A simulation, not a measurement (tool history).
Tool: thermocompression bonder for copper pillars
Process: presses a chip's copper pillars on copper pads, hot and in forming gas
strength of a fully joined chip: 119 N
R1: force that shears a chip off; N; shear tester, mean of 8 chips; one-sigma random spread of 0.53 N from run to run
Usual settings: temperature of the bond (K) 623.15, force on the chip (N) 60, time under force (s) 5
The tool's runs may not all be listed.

Run 1, hour 0: usual settings. Result: R1 45.6 N.
Run 2, hour 11.6: usual settings. Result: R1 51.6 N.
Run 3, hour 31.8: usual settings. Result: R1 51.2 N.
Run 4, hour 50.7: usual settings. Result: R1 50.8 N.
Run 5, hour 59.9: usual settings. Result: R1 50.1 N.
Run 6, hour 76.2: usual settings. Result: R1 51.3 N.
Run 7, hour 85.8: usual settings. Result: R1 50.6 N.
Run 8, hour 96.1: usual settings. Result: R1 51 N.
Run 9, hour 106.6: usual settings but time under force (s) 9. Result: R1 62.2 N.
Run 10, hour 127.2: usual settings but time under force (s) 9. Result: R1 61.9 N.
Run 11, hour 144.2: usual settings but force on the chip (N) 58, time under force (s) 9. Result: R1 60.1 N.
Run 12, hour 160.7: usual settings. Result: R1 50.7 N.
Run 13, hour 178.8: usual settings. Result: R1 50 N.
Run 14, hour 190: usual settings. Result: R1 50.7 N.
Run 15, hour 209: usual settings. Result: R1 50.7 N.
Run 16, hour 228: usual settings. Result: R1 49.7 N.
Run 17, hour 245.7: usual settings but force on the chip (N) 46. Result: R1 36.8 N.
Run 18, hour 265.5: usual settings but force on the chip (N) 46. Result: R1 37.2 N.
Run 19, hour 282: usual settings. Result: R1 49.3 N.
Run 20, hour 296.6: usual settings but force on the chip (N) 36. Result: R1 27.8 N.
Run 21, hour 307.6: usual settings but temperature of the bond (K) 618.15, force on the chip (N) 64, time under force (s) 3. Result: R1 41.3 N.
Run 22, hour 317.3: usual settings but temperature of the bond (K) 642.15, force on the chip (N) 77, time under force (s) 4. Result: R1 68.5 N.
Run 23, hour 329.1: usual settings but temperature of the bond (K) 651.15, force on the chip (N) 79, time under force (s) 4. Result: R1 76.6 N.
Run 24, hour 338.8: usual settings but temperature of the bond (K) 651.15, force on the chip (N) 79, time under force (s) 4. Result: R1 74.7 N.
Run 25, hour 352: usual settings but force on the chip (N) 62, time under force (s) 7. Result: R1 57.3 N.
Run 26, hour 367.1: usual settings but temperature of the bond (K) 607.15, force on the chip (N) 68, time under force (s) 3. Result: R1 37.6 N.
Run 27, hour 383.6: usual settings but temperature of the bond (K) 607.15, force on the chip (N) 68, time under force (s) 3. Result: R1 38.7 N.
Run 28, hour 397.8: usual settings but temperature of the bond (K) 607.15, force on the chip (N) 68, time under force (s) 3. Result: R1 38.6 N.
Run 29, hour 418.8: usual settings but temperature of the bond (K) 607.15, force on the chip (N) 68, time under force (s) 3. Result: R1 38.2 N.
Run 30, hour 436.4: usual settings but temperature of the bond (K) 609.15, force on the chip (N) 84, time under force (s) 13. Result: R1 78.2 N.
Run 31, hour 455.4: usual settings but temperature of the bond (K) 624.15, force on the chip (N) 84, time under force (s) 13. Result: R1 86.9 N.
Run 32, hour 473.9: usual settings but force on the chip (N) 38. Result: R1 28.9 N.
Run 33, hour 492: usual settings but time under force (s) 4. Result: R1 44 N.
Run 34, hour 504.9: usual settings but force on the chip (N) 40. Result: R1 29.9 N.
Run 35, hour 521.5: usual settings but force on the chip (N) 62, time under force (s) 3. Result: R1 40.9 N.
Run 36, hour 536.2: usual settings but temperature of the bond (K) 649.15, time under force (s) 3. Result: R1 51.1 N.
Run 37, hour 555.4: usual settings but temperature of the bond (K) 632.15, force on the chip (N) 63, time under force (s) 14. Result: R1 75 N.
Run 38, hour 575.9: usual settings but temperature of the bond (K) 597.15, time under force (s) 8. Result: R1 43.4 N.
Run 39, hour 595.3: usual settings but temperature of the bond (K) 626.15, force on the chip (N) 46, time under force (s) 15. Result: R1 55 N.
Run 40, hour 604.3: usual settings but temperature of the bond (K) 626.15, force on the chip (N) 46, time under force (s) 15. Result: R1 55.5 N.

Between the runs listed above, the log contained 1 entry, not reproduced here. Where in the sequence does each belong, and how does what the log doesn't record of the tool's condition differ from the listed run before to the listed run after?
In the gap between runs 1 and 2: forming gas filter changed (hour 6.1)
  oxide that the forming gas leaves, % of the face: 11.14 -> 0.61
  measured minus no-state result, R1: -6.4 -> -1 N
